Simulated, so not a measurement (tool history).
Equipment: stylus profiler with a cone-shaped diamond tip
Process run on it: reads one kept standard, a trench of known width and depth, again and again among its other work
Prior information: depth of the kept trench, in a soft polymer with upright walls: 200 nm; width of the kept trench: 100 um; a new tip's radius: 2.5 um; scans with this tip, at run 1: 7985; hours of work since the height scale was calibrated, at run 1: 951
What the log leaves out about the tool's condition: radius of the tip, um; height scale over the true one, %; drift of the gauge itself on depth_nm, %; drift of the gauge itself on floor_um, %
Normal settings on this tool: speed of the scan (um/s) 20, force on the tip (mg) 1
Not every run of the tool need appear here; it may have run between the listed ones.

run	hour	speed of the scan (um/s)	force on the tip (mg)	scans with this tip	hours of work since the height scale was calibrated	depth of the trench (angstrom)	width of the trench's floor (µm)
1	0	20	1	7985	951	2014.2	97.89
2	31.4	20	1	8170	973	2014.1	97.88
3	75.5	20	1	8429	1004	2014.2	97.87
4	94.8	22	1	8543	1017	2015.4	97.87
5	119.3	20	1	8686	1035	2012.1	97.87
6	149.8	20	1	8866	1056	2013.7	97.88
7	187.4	20	1	9086	1082	2013.9	97.89
8	229.5	42	1	9334	1112	2012.6	97.73
9	267.5	20	0.69	9557	1138	2010.9	97.85
10	300.3	20	0.69	9750	1161	2011.6	97.9
11	319.4	20	0.69	9862	1175	2010.5	97.88
12	349.4	20	0.69	10038	1196	2009.7	97.9
13	386.2	20	1	10255	1221	2014.4	97.86
14	426.2	70	1	10490	1249	2013.6	97.53
15	445.8	70	1	10605	1263	2013.2	97.46
16	475.8	20	0.48	10781	1284	2008.1	97.82
17	509.8	20	0.48	10981	1308	2008.3	97.77
18	539.2	20	1.44	11153	1328	2017.8	97.95
19	557.2	20	1	11259	1341	2013.9	97.89
20	593.3	20	1	11472	1366	2014.6	97.91
21	630.9	7	1	11692	1393	2014	97.94
22	662.6	7	1	11878	1415	2013.7	97.97
23	681.3	7	1	11989	1428	2015.9	97.98
24	718	31	0.47	12204	1454	2007.4	97.7
25	752.8	10	1.7	12409	1478	2018.5	97.95
26	793.9	5	1	12650	1507	2014.5	98.01
27	815.8	67	1	12779	1522	2014	97.52
28	835.3	37	1.68	12893	1536	2019.7	97.79
29	875.7	22	0.94	13130	1564	2012.3	97.87
30	897.3	22	0.94	13258	1579	2013.5	97.85
31	917.2	22	0.94	13374	1593	2013.7	97.9
32	960.2	10	0.44	13627	1623	2007.1	97.92
33	983.1	10	0.44	13762	1639	2008.3	97.93
34	1010.5	19	1.29	13923	1658	2016.1	97.89
35	1037.8	19	1.29	14083	1677	2016	97.98
36	1073.5	11	0.82	14293	1702	2012.9	97.92

Run 37, settings as shown, results not yet in. Your forecast:
37	1103.1	11	2.34	14467	1723	?	?

depth of the trench (angstrom): 2024.6
width of the trench's floor (µm): 97.97
On a tool with no hidden condition, and with the same random variation, this run would have come out at depth of the trench (angstrom) 2024.7, width of the trench's floor (µm) 97.99.
